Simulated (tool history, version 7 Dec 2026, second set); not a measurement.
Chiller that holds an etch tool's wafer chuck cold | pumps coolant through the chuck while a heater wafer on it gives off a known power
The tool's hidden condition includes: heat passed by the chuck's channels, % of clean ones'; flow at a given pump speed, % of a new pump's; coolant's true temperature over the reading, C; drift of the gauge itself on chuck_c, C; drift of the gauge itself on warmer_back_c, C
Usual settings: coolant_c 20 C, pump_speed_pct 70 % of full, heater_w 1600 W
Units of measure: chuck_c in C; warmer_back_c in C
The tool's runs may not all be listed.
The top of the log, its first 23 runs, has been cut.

run	hour	coolant_c	pump_speed_pct	heater_w	hours since the coolant was changed and the channels were flushed	hours since the pump was overhauled	hours since the chiller's thermometer was calibrated	chuck_c	warmer_back_c
24	2843.7	19	68	1338	2575	5906	3782	32.2	5.87
25	2916.2	19	68	1338	2647	5979	3854	32.5	5.91
26	3084.8	19	68	1338	2816	6148	4023	32.3	5.91
27	3183.0	19	60	1150	2914	6246	4121	31.7	5.74
28	3304.1	11	72	989	3035	6367	4242	20.9	4.17
29	3421.8	20	69	1600	3153	6485	4360	36.2	7.07
30	3541.6	20	60	1600	3273	6604	4480	38.1	8.00
# hour 3630.8: chiller's thermometer calibrated
31	3630.8	18	95	1600	3361	6692	0	31.0	5.21

5 options for the next run, each taken on its own from the tool as it stands now. Forecast them:
A	3734.7	20	82	1600	3465	6796	104	?	?
B	3734.7	20	70	955	3465	6796	104	?	?
C	3734.7	29	99	1314	3465	6796	104	?	?
D	3734.7	18	93	1600	3465	6796	104	?	?
E	3734.7	19	63	1676	3465	6796	104	?	?

run	chuck_c	warmer_back_c
A	34.5	6.06
B	29.6	4.18
C	39.4	4.14
D	31.4	5.35
E	37.2	8.13
Stripped of hidden state, with their random variation kept, the same runs would have yielded:
run	chuck_c	warmer_back_c
A	31.6	5.03
B	27.6	3.46
C	37.2	3.43
D	28.7	4.44
E	33.5	6.73
